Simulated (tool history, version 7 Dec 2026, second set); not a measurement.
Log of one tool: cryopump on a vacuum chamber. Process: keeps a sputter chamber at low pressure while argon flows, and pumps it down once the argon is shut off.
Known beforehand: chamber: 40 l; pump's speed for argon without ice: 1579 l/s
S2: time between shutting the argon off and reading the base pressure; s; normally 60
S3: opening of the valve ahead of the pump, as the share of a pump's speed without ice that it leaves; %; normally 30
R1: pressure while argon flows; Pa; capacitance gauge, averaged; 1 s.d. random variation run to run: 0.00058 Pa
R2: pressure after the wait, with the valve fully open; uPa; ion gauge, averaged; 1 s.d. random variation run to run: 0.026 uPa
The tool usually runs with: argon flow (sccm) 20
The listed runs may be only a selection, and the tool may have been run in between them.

{"run": 1, "hour": 0.0, "argon flow (sccm)": 20, "S2": 60, "S3": 30, "R1": 0.0731, "R2": 1.65}
{"run": 2, "hour": 12.3, "argon flow (sccm)": 20, "S2": 60, "S3": 30, "R1": 0.0719, "R2": 1.6}
{"run": 3, "hour": 21.9, "argon flow (sccm)": 20, "S2": 60, "S3": 30, "R1": 0.0721, "R2": 1.66}
{"run": 4, "hour": 36.0, "argon flow (sccm)": 20, "S2": 60, "S3": 30, "R1": 0.0721, "R2": 1.64}
{"run": 5, "hour": 54.8, "argon flow (sccm)": 20, "S2": 60, "S3": 30, "R1": 0.0731, "R2": 1.61}
{"run": 6, "hour": 66.9, "argon flow (sccm)": 20, "S2": 60, "S3": 30, "R1": 0.0714, "R2": 1.61}
{"run": 7, "hour": 79.8, "argon flow (sccm)": 20, "S2": 60, "S3": 30, "R1": 0.0735, "R2": 1.63}
{"run": 8, "hour": 92.4, "argon flow (sccm)": 36, "S2": 60, "S3": 30, "R1": 0.1307, "R2": 1.58}
{"run": 9, "hour": 112.2, "argon flow (sccm)": 36, "S2": 60, "S3": 30, "R1": 0.131, "R2": 1.66}
{"run": 10, "hour": 121.2, "argon flow (sccm)": 36, "S2": 60, "S3": 30, "R1": 0.1311, "R2": 1.62}
{"run": 11, "hour": 131.9, "argon flow (sccm)": 36, "S2": 60, "S3": 30, "R1": 0.1306, "R2": 1.67}
{"run": 12, "hour": 143.3, "argon flow (sccm)": 36, "S2": 60, "S3": 30, "R1": 0.1308, "R2": 1.7}
{"run": 13, "hour": 160.2, "argon flow (sccm)": 20, "S2": 60, "S3": 48, "R1": 0.0457, "R2": 1.73}
{"run": 14, "hour": 171.7, "argon flow (sccm)": 20, "S2": 60, "S3": 48, "R1": 0.0466, "R2": 1.71}
{"run": 15, "hour": 188.5, "argon flow (sccm)": 20, "S2": 60, "S3": 48, "R1": 0.0469, "R2": 1.76}
{"run": 16, "hour": 208.1, "argon flow (sccm)": 21, "S2": 112, "S3": 38, "R1": 0.062, "R2": 1.34}
{"run": 17, "hour": 224.9, "argon flow (sccm)": 31, "S2": 236, "S3": 38, "R1": 0.0911, "R2": 1.08}
{"run": 18, "hour": 245.2, "argon flow (sccm)": 9, "S2": 115, "S3": 38, "R1": 0.0268, "R2": 1.33}
{"run": 19, "hour": 255.4, "argon flow (sccm)": 9, "S2": 219, "S3": 30, "R1": 0.0324, "R2": 1.12}
{"run": 20, "hour": 265.4, "argon flow (sccm)": 9, "S2": 60, "S3": 18, "R1": 0.0544, "R2": 1.75}
{"run": 21, "hour": 280.7, "argon flow (sccm)": 13, "S2": 27, "S3": 34, "R1": 0.0419, "R2": 2.78}
{"run": 22, "hour": 294.6, "argon flow (sccm)": 13, "S2": 27, "S3": 34, "R1": 0.0424, "R2": 2.85}
{"run": 23, "hour": 308.3, "argon flow (sccm)": 13, "S2": 27, "S3": 34, "R1": 0.0437, "R2": 2.88}

Same runs, no hidden state in the tool, same run-to-run variation:
Hidden conditions of the tool in this case: pump's speed, % of a pump's without ice; cold plate's temperature, K; leak into the chamber, uPa l/s; drift of the gauge itself on working_pa, %; drift of the gauge itself on base_upa, %.
run=1 R1=0.0722 R2=1.1
run=2 R1=0.071 R2=1.06
run=3 R1=0.0711 R2=1.1
run=4 R1=0.0711 R2=1.08
run=5 R1=0.0719 R2=1.05
run=6 R1=0.0702 R2=1.04
run=7 R1=0.0721 R2=1.04
run=8 R1=0.1281 R2=1.01
run=9 R1=0.1283 R2=1.05
run=10 R1=0.1283 R2=1.02
run=11 R1=0.1277 R2=1.04
run=12 R1=0.1277 R2=1.06
run=13 R1=0.0439 R2=1.08
run=14 R1=0.0447 R2=1.06
run=15 R1=0.0449 R2=1.08
run=16 R1=0.0597 R2=0.66
run=17 R1=0.0876 R2=0.4
run=18 R1=0.0257 R2=0.63
run=19 R1=0.0313 R2=0.4
run=20 R1=0.0533 R2=1.05
run=21 R1=0.0402 R2=2.08
run=22 R1=0.0407 R2=2.12
run=23 R1=0.0419 R2=2.14
